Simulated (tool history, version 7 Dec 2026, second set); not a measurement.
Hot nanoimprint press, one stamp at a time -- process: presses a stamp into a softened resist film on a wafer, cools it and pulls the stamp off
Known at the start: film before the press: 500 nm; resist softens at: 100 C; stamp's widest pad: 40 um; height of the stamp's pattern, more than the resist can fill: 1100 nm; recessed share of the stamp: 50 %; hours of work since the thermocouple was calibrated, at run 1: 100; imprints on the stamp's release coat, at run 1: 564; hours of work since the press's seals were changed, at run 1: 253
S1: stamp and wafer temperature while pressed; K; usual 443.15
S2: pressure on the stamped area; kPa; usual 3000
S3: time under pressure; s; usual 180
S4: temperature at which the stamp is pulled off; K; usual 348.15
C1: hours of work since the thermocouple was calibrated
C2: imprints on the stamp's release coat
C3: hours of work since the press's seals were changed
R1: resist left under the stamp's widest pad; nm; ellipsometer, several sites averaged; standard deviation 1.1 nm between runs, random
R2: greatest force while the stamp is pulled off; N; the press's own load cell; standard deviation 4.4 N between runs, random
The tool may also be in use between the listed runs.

run	hour	S1	S2	S3	S4	C1	C2	C3	R1	R2
1	0.0	443.15	3000	180	348.15	100	564	253	292.4	221
2	48.8	443.15	3000	180	348.15	124	694	277	293.8	224
3	71.3	443.15	3000	180	348.15	134	754	287	294.4	227
4	100.4	443.15	3000	180	348.15	148	832	301	293.5	216
5	140.0	443.15	2990	180	348.15	167	937	320	293.6	221
6	180.8	435.15	3000	180	348.15	186	1047	340	366.1	229
7	209.5	435.15	3750	180	348.15	200	1123	353	342.7	227
8	250.6	443.15	3000	180	348.15	220	1233	373	292.4	227
9	285.5	443.15	3000	180	348.15	236	1326	389	292.3	219
10	314.4	443.15	3000	180	348.15	250	1403	403	292.9	222
11	349.9	443.15	3000	180	348.15	267	1498	420	292.9	227
12	396.1	443.15	3000	180	348.15	289	1622	442	291.9	227
13	417.2	443.15	3000	180	348.15	299	1678	452	294.8	231
14	441.3	443.15	3000	180	348.15	310	1742	463	294.0	226
15	482.4	443.15	2630	180	348.15	330	1852	483	306.2	227
16	512.8	443.15	3000	180	348.15	344	1933	497	293.0	226
17	548.5	434.15	3000	180	352.15	361	2029	514	374.5	206
18	574.7	453.15	4190	180	339.15	374	2099	527	179.6	268
# hour 596.9: plate thermocouple calibrated
19	599.5	436.15	3000	147	342.15	1	2157	537	374.7	253
20	619.6	453.15	3000	320	353.15	11	2211	547	170.0	201
# hour 635.7: stamp cleaned and given a new release coat
21	646.8	453.15	3000	320	353.15	21	29	557	168.1	200
22	670.8	454.15	2370	320	353.15	32	93	568	183.1	207
23	699.0	454.15	2370	320	353.15	46	169	582	183.4	199
24	732.0	454.15	4440	279	353.15	61	257	597	139.8	211
25	779.1	443.15	3820	200	345.15	84	383	620	257.0	236
# hour 820.4: press's hydraulic seals changed and the load cell set to zero
26	829.4	443.15	3820	200	345.15	104	496	4	256.7	228
27	851.4	443.15	3820	200	345.15	114	555	15	258.1	239
28	883.9	441.15	3960	180	348.15	130	641	30	279.7	224
29	928.9	441.15	2900	180	348.15	151	761	52	317.0	222
30	973.3	441.15	2900	180	348.15	172	880	73	315.3	216
31	1005.7	450.15	4150	180	348.15	188	967	88	200.8	223

3 options for the next run, each taken on its own from the tool as it stands now. Forecast them:
A	1037.6	453.15	3000	180	334.15	203	1052	103	?	?
B	1037.6	450.15	4150	164	348.15	203	1052	103	?	?
C	1037.6	443.15	2270	94	348.15	203	1052	103	?	?

run	R1	R2
A	210.7	287
B	207.7	223
C	378.5	227
Without the tool's hidden state the same runs would have given:
run	R1	R2
A	211.0	285
B	207.9	221
C	378.8	226
